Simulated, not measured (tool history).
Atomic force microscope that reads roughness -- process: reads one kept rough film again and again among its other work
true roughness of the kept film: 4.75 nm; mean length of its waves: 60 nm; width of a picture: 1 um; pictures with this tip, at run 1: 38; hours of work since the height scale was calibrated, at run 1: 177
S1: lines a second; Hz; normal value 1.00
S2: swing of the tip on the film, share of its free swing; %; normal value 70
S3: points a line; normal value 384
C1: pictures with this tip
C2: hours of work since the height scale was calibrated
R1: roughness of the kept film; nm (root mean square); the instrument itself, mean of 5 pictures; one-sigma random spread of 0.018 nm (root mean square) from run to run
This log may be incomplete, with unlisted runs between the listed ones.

run 1 hour=0.0 | S1=1.00 S2=70 S3=384 | C1=38 C2=177 | R1=4.228
run 2 hour=24.9 | S1=1.00 S2=70 S3=384 | C1=71 C2=189 | R1=4.157
run 3 hour=49.9 | S1=1.00 S2=70 S3=384 | C1=103 C2=202 | R1=4.054
run 4 hour=69.7 | S1=1.00 S2=70 S3=384 | C1=129 C2=212 | R1=4.003
-- hour=72.9 new tip fitted
run 5 hour=93.6 | S1=1.00 S2=70 S3=384 | C1=27 C2=223 | R1=4.309
run 6 hour=129.1 | S1=1.00 S2=70 S3=384 | C1=73 C2=241 | R1=4.179
run 7 hour=146.6 | S1=1.00 S2=70 S3=384 | C1=95 C2=250 | R1=4.103
-- hour=174.0 new tip fitted
run 8 hour=183.8 | S1=1.00 S2=70 S3=384 | C1=13 C2=268 | R1=4.345
run 9 hour=216.1 | S1=1.00 S2=70 S3=384 | C1=55 C2=284 | R1=4.209
run 10 hour=232.7 | S1=1.00 S2=70 S3=815 | C1=76 C2=292 | R1=4.190
run 11 hour=252.2 | S1=1.00 S2=70 S3=815 | C1=101 C2=302 | R1=4.105
-- hour=275.4 new tip fitted
run 12 hour=279.7 | S1=0.95 S2=70 S3=384 | C1=5 C2=315 | R1=4.362
run 13 hour=297.3 | S1=0.95 S2=70 S3=384 | C1=28 C2=324 | R1=4.319
run 14 hour=332.6 | S1=1.00 S2=70 S3=411 | C1=74 C2=342 | R1=4.159
run 15 hour=354.2 | S1=1.00 S2=70 S3=411 | C1=101 C2=352 | R1=4.131
run 16 hour=373.3 | S1=1.00 S2=70 S3=411 | C1=126 C2=362 | R1=4.040
-- hour=376.7 new tip fitted
run 17 hour=407.4 | S1=1.00 S2=70 S3=411 | C1=40 C2=379 | R1=4.284
run 18 hour=445.6 | S1=1.00 S2=70 S3=411 | C1=89 C2=398 | R1=4.127
run 19 hour=476.1 | S1=2.12 S2=70 S3=384 | C1=129 C2=413 | R1=3.812
-- hour=478.2 new tip fitted
run 20 hour=503.5 | S1=1.00 S2=70 S3=384 | C1=32 C2=426 | R1=4.296
run 21 hour=522.1 | S1=1.00 S2=70 S3=384 | C1=56 C2=436 | R1=4.198
run 22 hour=551.6 | S1=1.00 S2=70 S3=558 | C1=94 C2=450 | R1=4.142
-- hour=580.3 new tip fitted
run 23 hour=585.6 | S1=1.00 S2=70 S3=558 | C1=7 C2=467 | R1=4.387
run 24 hour=620.6 | S1=1.00 S2=70 S3=558 | C1=52 C2=484 | R1=4.265
run 25 hour=639.1 | S1=1.00 S2=70 S3=384 | C1=76 C2=494 | R1=4.202
run 26 hour=660.2 | S1=1.00 S2=70 S3=384 | C1=103 C2=504 | R1=4.120
-- hour=681.2 new tip fitted
run 27 hour=697.2 | S1=0.53 S2=70 S3=1010 | C1=20 C2=522 | R1=4.445
run 28 hour=722.4 | S1=0.53 S2=70 S3=1010 | C1=53 C2=535 | R1=4.352
run 29 hour=748.3 | S1=0.53 S2=70 S3=1010 | C1=86 C2=548 | R1=4.253
run 30 hour=772.9 | S1=0.53 S2=66 S3=1010 | C1=118 C2=560 | R1=4.181
-- hour=784.7 new tip fitted
run 31 hour=811.7 | S1=1.00 S2=61 S3=640 | C1=35 C2=579 | R1=4.401
run 32 hour=846.7 | S1=1.32 S2=61 S3=384 | C1=80 C2=596 | R1=4.230
run 33 hour=864.6 | S1=1.32 S2=56 S3=519 | C1=103 C2=605 | R1=4.209
run 34 hour=882.1 | S1=1.32 S2=56 S3=519 | C1=126 C2=614 | R1=4.164
-- hour=887.3 new tip fitted
run 35 hour=920.8 | S1=1.00 S2=63 S3=327 | C1=43 C2=633 | R1=4.341
run 36 hour=947.6 | S1=1.00 S2=63 S3=327 | C1=78 C2=646 | R1=4.261
run 37 hour=973.0 | S1=1.00 S2=63 S3=327 | C1=111 C2=659 | R1=4.157
-- hour=990.3 new tip fitted
run 38 hour=1005.8 | S1=1.00 S2=63 S3=327 | C1=21 C2=675 | R1=4.412
run 39 hour=1041.1 | S1=1.52 S2=58 S3=366 | C1=66 C2=693 | R1=4.257
run 40 hour=1058.7 | S1=1.52 S2=58 S3=366 | C1=89 C2=701 | R1=4.204
run 41 hour=1076.3 | S1=1.00 S2=83 S3=384 | C1=112 C2=710 | R1=3.917
-- hour=1092.2 new tip fitted
run 42 hour=1105.6 | S1=0.87 S2=88 S3=390 | C1=17 C2=725 | R1=4.100
run 43 hour=1139.8 | S1=0.87 S2=88 S3=390 | C1=61 C2=742 | R1=4.029
run 44 hour=1159.7 | S1=1.00 S2=70 S3=623 | C1=87 C2=752 | R1=4.181
run 45 hour=1187.8 | S1=1.01 S2=58 S3=581 | C1=123 C2=766 | R1=4.178
-- hour=1193.1 new tip fitted
run 46 hour=1210.7 | S1=0.74 S2=70 S3=740 | C1=22 C2=777 | R1=4.437
run 47 hour=1227.1 | S1=1.23 S2=73 S3=529 | C1=43 C2=785 | R1=4.234
run 48 hour=1258.0 | S1=2.51 S2=76 S3=568 | C1=83 C2=800 | R1=3.704
run 49 hour=1284.0 | S1=1.00 S2=70 S3=426 | C1=117 C2=813 | R1=4.089
-- hour=1295.2 new tip fitted
run 50 hour=1303.3 | S1=2.36 S2=90 S3=426 | C1=10 C2=823 | R1=3.426
run 51 hour=1333.8 | S1=1.86 S2=57 S3=417 | C1=50 C2=838 | R1=4.295

3 options for the next run, each taken on its own from the tool as it stands now. Forecast them:
run A hour=1370.7 | S1=2.25 S2=57 S3=417 | C1=97 C2=856 | R1=?
run B hour=1370.7 | S1=1.52 S2=83 S3=355 | C1=97 C2=856 | R1=?
run C hour=1370.7 | S1=0.59 S2=70 S3=384 | C1=97 C2=856 | R1=?

run=A R1=4.114
run=B R1=3.777
run=C R1=4.267
With no hidden state in the tool, these same runs would have given:
run=A R1=4.362
run=B R1=4.005
run=C R1=4.524

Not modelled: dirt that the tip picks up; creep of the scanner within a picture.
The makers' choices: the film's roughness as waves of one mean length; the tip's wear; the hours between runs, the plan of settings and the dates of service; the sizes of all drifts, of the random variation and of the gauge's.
